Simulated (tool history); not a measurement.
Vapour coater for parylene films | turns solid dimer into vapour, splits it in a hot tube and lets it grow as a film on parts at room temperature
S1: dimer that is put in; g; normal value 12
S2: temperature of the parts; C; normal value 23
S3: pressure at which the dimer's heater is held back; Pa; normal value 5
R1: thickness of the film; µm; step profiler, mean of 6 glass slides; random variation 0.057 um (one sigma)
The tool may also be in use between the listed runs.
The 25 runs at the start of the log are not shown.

{"run": 26, "hour": 291.5, "S1": 15, "S2": 27, "S3": 5, "R1": 7.12}
{"run": 27, "hour": 302.3, "S1": 9, "S2": 27, "S3": 5, "R1": 4.3}
{"run": 28, "hour": 310.3, "S1": 13, "S2": 23, "S3": 9.08, "R1": 6.06}
{"run": 29, "hour": 319.4, "S1": 21, "S2": 23, "S3": 3.81, "R1": 11.89}
{"run": 30, "hour": 332.7, "S1": 15, "S2": 23, "S3": 5, "R1": 7.9}
{"run": 31, "hour": 340.0, "S1": 10, "S2": 23, "S3": 3.34, "R1": 5.8}
{"run": 32, "hour": 355.6, "S1": 8, "S2": 16, "S3": 6.8, "R1": 4.91}
{"run": 33, "hour": 372.5, "S1": 8, "S2": 16, "S3": 6.8, "R1": 4.91}
{"run": 34, "hour": 380.2, "S1": 8, "S2": 16, "S3": 6.8, "R1": 4.93}
{"run": 35, "hour": 395.7, "S1": 8, "S2": 27, "S3": 3.63, "R1": 4.03}
{"run": 36, "hour": 404.6, "S1": 5, "S2": 27, "S3": 3.63, "R1": 2.51}
{"run": 37, "hour": 416.3, "S1": 13, "S2": 31, "S3": 10.19, "R1": 4.44}
{"run": 38, "hour": 426.5, "S1": 13, "S2": 31, "S3": 10.19, "R1": 4.44}
{"run": 39, "hour": 439.2, "S1": 13, "S2": 31, "S3": 10.19, "R1": 4.48}
{"run": 40, "hour": 447.3, "S1": 12, "S2": 24, "S3": 5, "R1": 6.06}
{"run": 41, "hour": 454.6, "S1": 12, "S2": 24, "S3": 5, "R1": 6.1}
{"run": 42, "hour": 463.9, "S1": 12, "S2": 23, "S3": 7.83, "R1": 5.56}
{"run": 43, "hour": 477.5, "S1": 12, "S2": 23, "S3": 7.83, "R1": 5.63}
{"run": 44, "hour": 490.6, "S1": 19, "S2": 23, "S3": 3.23, "R1": 10.92}
{"run": 45, "hour": 497.6, "S1": 8, "S2": 30, "S3": 5, "R1": 3.27}
{"run": 46, "hour": 510.8, "S1": 8, "S2": 26, "S3": 5, "R1": 3.72}
{"run": 47, "hour": 524.5, "S1": 20, "S2": 22, "S3": 3.75, "R1": 11.36}

Forecast each of these 4 alternatives for the next run:
{"run": "A", "hour": 540.4, "S1": 6, "S2": 22, "S3": 3.75, "R1": "?"}
{"run": "B", "hour": 540.4, "S1": 12, "S2": 22, "S3": 5, "R1": "?"}
{"run": "C", "hour": 540.4, "S1": 12, "S2": 21, "S3": 3.41, "R1": "?"}
{"run": "D", "hour": 540.4, "S1": 12, "S2": 23, "S3": 8.28, "R1": "?"}

run=A R1=3.41
run=B R1=6.41
run=C R1=7.3
run=D R1=5.37
Stripped of hidden state, with their random variation kept, the same runs would have yielded:
run=A R1=3.67
run=B R1=6.9
run=C R1=7.87
run=D R1=5.79
